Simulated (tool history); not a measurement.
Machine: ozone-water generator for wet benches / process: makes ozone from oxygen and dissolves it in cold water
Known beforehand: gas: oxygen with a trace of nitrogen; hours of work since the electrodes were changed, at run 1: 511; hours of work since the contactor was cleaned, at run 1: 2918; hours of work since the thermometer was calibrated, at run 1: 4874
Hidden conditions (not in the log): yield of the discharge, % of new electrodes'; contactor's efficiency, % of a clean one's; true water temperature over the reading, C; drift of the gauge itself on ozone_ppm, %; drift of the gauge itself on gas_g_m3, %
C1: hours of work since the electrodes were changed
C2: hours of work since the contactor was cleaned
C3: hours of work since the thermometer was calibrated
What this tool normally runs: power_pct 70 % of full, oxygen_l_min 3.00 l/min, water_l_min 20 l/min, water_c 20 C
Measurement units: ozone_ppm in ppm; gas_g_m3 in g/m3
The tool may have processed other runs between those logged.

Run 1, hour 0.0: usual settings; C1 511; C2 2918; C3 4874. Result: ozone_ppm 20.8 ppm, gas_g_m3 250.5 g/m3.
Run 2, hour 33.2: usual settings; C1 536; C2 2943; C3 4899. Result: ozone_ppm 21.0 ppm, gas_g_m3 251.7 g/m3.
Run 3, hour 71.1: usual settings but power_pct 59 % of full; C1 564; C2 2972; C3 4928. Result: ozone_ppm 19.2 ppm, gas_g_m3 227.6 g/m3.
Run 4, hour 105.6: usual settings but power_pct 59 % of full; C1 590; C2 2998; C3 4954. Result: ozone_ppm 19.1 ppm, gas_g_m3 226.1 g/m3.
Run 5, hour 130.1: usual settings; C1 609; C2 3016; C3 4972. Result: ozone_ppm 21.1 ppm, gas_g_m3 251.1 g/m3.
Run 6, hour 179.6: usual settings but water_l_min 14 l/min; C1 646; C2 3054; C3 5009. Result: ozone_ppm 27.9 ppm, gas_g_m3 251.2 g/m3.
Run 7, hour 220.9: usual settings; C1 677; C2 3085; C3 5041. Result: ozone_ppm 21.2 ppm, gas_g_m3 251.3 g/m3.
Run 8, hour 272.9: usual settings; C1 716; C2 3124; C3 5080. Result: ozone_ppm 21.0 ppm, gas_g_m3 249.3 g/m3.
Run 9, hour 310.4: usual settings; C1 745; C2 3152; C3 5108. Result: ozone_ppm 21.2 ppm, gas_g_m3 248.7 g/m3.
Run 10, hour 347.4: usual settings; C1 773; C2 3180; C3 5136. Result: ozone_ppm 20.8 ppm, gas_g_m3 249.3 g/m3.
Run 11, hour 387.1: usual settings; C1 803; C2 3210; C3 5166. Result: ozone_ppm 21.0 ppm, gas_g_m3 250.6 g/m3.
Run 12, hour 439.6: usual settings; C1 842; C2 3250; C3 5206. Result: ozone_ppm 20.8 ppm, gas_g_m3 250.3 g/m3.
Run 13, hour 470.4: usual settings but oxygen_l_min 2.51 l/min; C1 865; C2 3273; C3 5229. Result: ozone_ppm 20.8 ppm, gas_g_m3 282.2 g/m3.
Run 14, hour 497.4: usual settings but oxygen_l_min 2.51 l/min; C1 886; C2 3293; C3 5249. Result: ozone_ppm 21.3 ppm, gas_g_m3 281.8 g/m3.
Run 15, hour 547.1: usual settings; C1 923; C2 3331; C3 5287. Result: ozone_ppm 21.1 ppm, gas_g_m3 251.0 g/m3.
Run 16, hour 570.1: usual settings but power_pct 42 % of full; C1 941; C2 3348; C3 5304. Result: ozone_ppm 15.9 ppm, gas_g_m3 188.1 g/m3.
Run 17, hour 592.6: usual settings but power_pct 42 % of full; C1 958; C2 3365; C3 5321. Result: ozone_ppm 15.7 ppm, gas_g_m3 186.1 g/m3.
Run 18, hour 619.4: usual settings but power_pct 55 % of full, water_l_min 14 l/min; C1 978; C2 3385; C3 5341. Result: ozone_ppm 23.9 ppm, gas_g_m3 215.1 g/m3.
Run 19, hour 647.3: usual settings but power_pct 68 % of full, oxygen_l_min 2.96 l/min, water_l_min 14 l/min, water_c 25 C; C1 999; C2 3406; C3 5362. Result: ozone_ppm 25.5 ppm, gas_g_m3 246.9 g/m3.
Run 20, hour 672.9: usual settings but power_pct 93 % of full, oxygen_l_min 2.79 l/min, water_l_min 12 l/min, water_c 25 C; C1 1018; C2 3426; C3 5381. Result: ozone_ppm 33.9 ppm, gas_g_m3 306.1 g/m3.
Run 21, hour 704.3: usual settings but power_pct 93 % of full, oxygen_l_min 2.79 l/min, water_l_min 12 l/min, water_c 25 C; C1 1042; C2 3449; C3 5405. Result: ozone_ppm 33.6 ppm, gas_g_m3 308.7 g/m3.
Run 22, hour 754.1: usual settings but power_pct 58 % of full; C1 1079; C2 3487; C3 5443. Result: ozone_ppm 19.2 ppm, gas_g_m3 222.3 g/m3.
Run 23, hour 779.2: usual settings but power_pct 51 % of full, oxygen_l_min 1.68 l/min; C1 1098; C2 3506; C3 5462. Result: ozone_ppm 17.5 ppm, gas_g_m3 311.3 g/m3.
Run 24, hour 805.4: usual settings but power_pct 40 % of full, oxygen_l_min 1.74 l/min; C1 1118; C2 3526; C3 5481. Result: ozone_ppm 14.9 ppm, gas_g_m3 264.9 g/m3.
Run 25, hour 844.6: usual settings but power_pct 40 % of full, oxygen_l_min 1.74 l/min; C1 1148; C2 3555; C3 5511. Result: ozone_ppm 15.6 ppm, gas_g_m3 265.9 g/m3.
Run 26, hour 868.7: usual settings but power_pct 40 % of full, oxygen_l_min 1.74 l/min; C1 1166; C2 3573; C3 5529. Result: ozone_ppm 14.9 ppm, gas_g_m3 264.5 g/m3.
Run 27, hour 897.7: usual settings but power_pct 40 % of full, oxygen_l_min 2.57 l/min, water_c 22 C; C1 1188; C2 3595; C3 5551. Result: ozone_ppm 15.0 ppm, gas_g_m3 202.8 g/m3.
At hour 919.7: water thermometer calibrated.
Run 28, hour 932.5: usual settings but oxygen_l_min 5.31 l/min, water_c 23 C; C1 1213; C2 3621; C3 10. Result: ozone_ppm 18.9 ppm, gas_g_m3 168.0 g/m3.
Run 29, hour 968.5: usual settings but oxygen_l_min 3.64 l/min; C1 1241; C2 3648; C3 37. Result: ozone_ppm 20.7 ppm, gas_g_m3 218.0 g/m3.
Run 30, hour 1010.0: usual settings but power_pct 43 % of full, oxygen_l_min 2.77 l/min, water_l_min 15 l/min, water_c 19 C; C1 1272; C2 3680; C3 68. Result: ozone_ppm 20.0 ppm, gas_g_m3 199.6 g/m3.
Run 31, hour 1045.7: usual settings but power_pct 43 % of full, oxygen_l_min 2.38 l/min, water_l_min 18 l/min, water_c 27 C; C1 1299; C2 3707; C3 95. Result: ozone_ppm 16.1 ppm, gas_g_m3 221.9 g/m3.
Run 32, hour 1076.0: usual settings but power_pct 65 % of full; C1 1322; C2 3729; C3 118. Result: ozone_ppm 19.8 ppm, gas_g_m3 237.1 g/m3.
Run 33, hour 1120.2: usual settings but power_pct 83 % of full, water_l_min 23 l/min; C1 1355; C2 3763; C3 151. Result: ozone_ppm 20.1 ppm, gas_g_m3 273.4 g/m3.

Here are 4 independent what-if runs from the current tool condition. What would each one return?
Run A, hour 1153.5: usual settings but power_pct 83 % of full, oxygen_l_min 3.10 l/min, water_l_min 13 l/min; C1 1380; C2 3788; C3 176. Result: ozone_ppm ?, gas_g_m3 ?.
Run B, hour 1153.5: usual settings but power_pct 41 % of full, oxygen_l_min 2.85 l/min, water_l_min 15 l/min; C1 1380; C2 3788; C3 176. Result: ozone_ppm ?, gas_g_m3 ?.
Run C, hour 1153.5: usual settings but power_pct 65 % of full, oxygen_l_min 4.83 l/min; C1 1380; C2 3788; C3 176. Result: ozone_ppm ?, gas_g_m3 ?.
Run D, hour 1153.5: usual settings but power_pct 83 % of full, water_l_min 22 l/min, water_c 13 C; C1 1380; C2 3788; C3 176. Result: ozone_ppm ?, gas_g_m3 ?.

run  ozone_ppm  gas_g_m3
  A       31.5     264.8
  B       19.2     189.0
  C       19.2     171.5
  D       22.4     272.6
With the hidden condition removed and each run's random variation left untouched, the same runs would have given:
run  ozone_ppm  gas_g_m3
  A       32.7     269.3
  B       19.9     191.0
  C       20.0     174.0
  D       23.5     277.2
